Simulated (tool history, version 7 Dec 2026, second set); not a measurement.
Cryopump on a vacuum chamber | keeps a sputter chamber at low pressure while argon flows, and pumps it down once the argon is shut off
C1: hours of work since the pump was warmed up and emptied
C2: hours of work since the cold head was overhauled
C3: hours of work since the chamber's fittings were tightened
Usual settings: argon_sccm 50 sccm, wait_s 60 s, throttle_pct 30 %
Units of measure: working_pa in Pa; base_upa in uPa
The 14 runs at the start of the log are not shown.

Run 15, hour 606.8: usual settings but throttle_pct 29 %; C1 289; C2 612; C3 1507. Result: working_pa 0.2330 Pa, base_upa 2.45 uPa.
Run 16, hour 645.0: usual settings but argon_sccm 43 sccm; C1 317; C2 640; C3 1535. Result: working_pa 0.1968 Pa, base_upa 2.57 uPa.
At hour 660.0: pump warmed up, emptied and cooled again.
Run 17, hour 673.9: usual settings but throttle_pct 26 %; C1 10; C2 657; C3 1552. Result: working_pa 0.2480 Pa, base_upa 2.20 uPa.
Run 18, hour 697.0: usual settings but throttle_pct 26 %; C1 27; C2 674; C3 1568. Result: working_pa 0.2493 Pa, base_upa 2.18 uPa.
Run 19, hour 724.9: usual settings but throttle_pct 26 %; C1 47; C2 694; C3 1589. Result: working_pa 0.2487 Pa, base_upa 2.22 uPa.
Run 20, hour 756.2: usual settings but throttle_pct 26 %; C1 69; C2 716; C3 1611. Result: working_pa 0.2502 Pa, base_upa 2.32 uPa.
Run 21, hour 790.7: usual settings but throttle_pct 26 %; C1 94; C2 741; C3 1636. Result: working_pa 0.2508 Pa, base_upa 2.29 uPa.
Run 22, hour 825.5: usual settings but argon_sccm 45 sccm, wait_s 112 s, throttle_pct 26 %; C1 119; C2 766; C3 1661. Result: working_pa 0.2289 Pa, base_upa 2.17 uPa.
Run 23, hour 850.1: usual settings but wait_s 165 s, throttle_pct 19 %; C1 137; C2 784; C3 1679. Result: working_pa 0.3424 Pa, base_upa 2.11 uPa.
Run 24, hour 873.5: usual settings but wait_s 165 s, throttle_pct 19 %; C1 154; C2 801; C3 1696. Result: working_pa 0.3420 Pa, base_upa 2.27 uPa.
Run 25, hour 905.8: usual settings but argon_sccm 86 sccm, throttle_pct 44 %; C1 177; C2 824; C3 1719. Result: working_pa 0.2635 Pa, base_upa 2.51 uPa.
Run 26, hour 944.9: usual settings but argon_sccm 86 sccm, throttle_pct 44 %; C1 205; C2 852; C3 1747. Result: working_pa 0.2654 Pa, base_upa 2.53 uPa.
Run 27, hour 984.8: usual settings but argon_sccm 44 sccm, wait_s 46 s; C1 234; C2 881; C3 1776. Result: working_pa 0.1985 Pa, base_upa 2.84 uPa.
Run 28, hour 1030.3: usual settings but argon_sccm 57 sccm, throttle_pct 18 %; C1 267; C2 914; C3 1808. Result: working_pa 0.4234 Pa, base_upa 2.71 uPa.
Run 29, hour 1070.5: usual settings but argon_sccm 25 sccm, throttle_pct 43 %; C1 296; C2 943; C3 1837. Result: working_pa 0.0818 Pa, base_upa 2.93 uPa.
At hour 1115.5: pump warmed up, emptied and cooled again.
Run 30, hour 1120.7: usual settings but argon_sccm 25 sccm, throttle_pct 43 %; C1 4; C2 975; C3 1870. Result: working_pa 0.0756 Pa, base_upa 2.54 uPa.
Run 31, hour 1149.1: usual settings but argon_sccm 25 sccm, throttle_pct 43 %; C1 24; C2 996; C3 1890. Result: working_pa 0.0748 Pa, base_upa 2.46 uPa.
Run 32, hour 1180.0: usual settings but argon_sccm 63 sccm, wait_s 228 s, throttle_pct 39 %; C1 46; C2 1018; C3 1913. Result: working_pa 0.2113 Pa, base_upa 2.21 uPa.
Run 33, hour 1230.2: usual settings but wait_s 259 s, throttle_pct 23 %; C1 83; C2 1054; C3 1949. Result: working_pa 0.2825 Pa, base_upa 2.31 uPa.
Run 34, hour 1261.3: usual settings but wait_s 259 s, throttle_pct 36 %; C1 105; C2 1077; C3 1971. Result: working_pa 0.1851 Pa, base_upa 2.40 uPa.

3 ways to go on from here, each from the tool as it stands after run 34. What would each give?
Run A, hour 1303.0: usual settings but argon_sccm 27 sccm, wait_s 103 s, throttle_pct 15 %; C1 135; C2 1107; C3 2001. Result: working_pa ?, base_upa ?.
Run B, hour 1303.0: usual settings but wait_s 239 s, throttle_pct 36 %; C1 135; C2 1107; C3 2001. Result: working_pa ?, base_upa ?.
Run C, hour 1303.0: usual settings but argon_sccm 53 sccm, wait_s 29 s, throttle_pct 26 %; C1 135; C2 1107; C3 2001. Result: working_pa ?, base_upa ?.

run  working_pa  base_upa
  A      0.2367      2.62
  B      0.1856      2.39
  C      0.2697      3.28
The same runs, with their run-to-run variation unchanged, on a tool lacking any hidden condition would have given:
run  working_pa  base_upa
  A      0.2331      0.51
  B      0.1790      0.33
  C      0.2627      1.18

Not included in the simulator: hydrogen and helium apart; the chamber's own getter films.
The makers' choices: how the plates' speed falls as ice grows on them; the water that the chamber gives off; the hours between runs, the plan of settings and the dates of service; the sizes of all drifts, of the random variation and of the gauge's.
